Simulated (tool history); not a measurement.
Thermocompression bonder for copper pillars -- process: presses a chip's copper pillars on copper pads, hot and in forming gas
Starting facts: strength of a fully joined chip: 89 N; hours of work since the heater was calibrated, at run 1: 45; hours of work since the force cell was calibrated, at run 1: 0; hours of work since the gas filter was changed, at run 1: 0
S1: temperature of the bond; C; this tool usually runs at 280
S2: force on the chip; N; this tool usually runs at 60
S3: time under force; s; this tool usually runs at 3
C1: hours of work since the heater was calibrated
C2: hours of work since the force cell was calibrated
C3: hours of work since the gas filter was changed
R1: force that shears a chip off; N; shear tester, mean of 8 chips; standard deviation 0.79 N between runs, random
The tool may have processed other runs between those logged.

run	hour	S1	S2	S3	C1	C2	C3	R1
1	0.0	280	60	3	45	0	0	61.2
2	24.4	280	60	7	60	15	15	72.7
3	48.1	280	60	3	74	30	30	60.1
4	71.0	280	60	3	88	44	44	59.6
5	100.0	280	60	3	106	62	62	59.3
6	118.0	280	60	3	117	73	73	57.8
7	150.2	280	60	3	137	93	93	58.8
8	181.2	293	60	3	156	112	112	64.0
9	207.5	293	60	3	173	128	128	64.0
10	242.7	293	68	3	194	150	150	67.6
11	266.9	293	68	3	209	165	165	67.6
# hour 270.6: heater calibrated with a thermocouple chip
12	304.3	293	68	3	21	187	187	67.7
13	330.5	293	68	3	37	203	203	65.4
14	356.2	260	83	2	53	219	219	51.4
15	373.3	260	83	2	63	229	229	50.6
16	389.3	286	83	2	73	239	239	62.7
17	422.1	270	60	3	94	259	259	51.3
# hour 443.2: heater calibrated with a thermocouple chip, once more
18	443.2	276	73	3	0	271	271	59.3
19	468.1	287	69	3	15	287	287	63.9
20	496.9	287	69	3	33	304	304	62.5
21	528.2	257	51	4	52	324	324	46.6
22	551.3	263	41	3	67	338	338	37.3
23	572.8	290	50	2	80	351	351	47.1
24	604.1	278	50	6	99	371	371	59.0

Table of differences, measured result less the result of that run with no hidden state. Run-to-run variation is the same in both. Gauge scatter possibly is not:
The tool's hidden condition here consists of: true temperature of the bond over the reading, C; force that reaches the chip, % of what is set; oxide that the forming gas leaves, % of the face; drift of the gauge itself on shear_n, %.
run	R1
1	+0.0
2	-0.3
3	-0.6
4	-0.7
5	-1.1
6	-1.3
7	-1.8
8	-2.2
9	-2.5
10	-2.9
11	-3.3
12	-3.9
13	-4.1
14	-3.9
15	-4.1
16	-4.7
17	-4.6
18	-3.9
19	-4.5
20	-4.8
21	-3.9
22	-3.4
23	-4.5
24	-5.9

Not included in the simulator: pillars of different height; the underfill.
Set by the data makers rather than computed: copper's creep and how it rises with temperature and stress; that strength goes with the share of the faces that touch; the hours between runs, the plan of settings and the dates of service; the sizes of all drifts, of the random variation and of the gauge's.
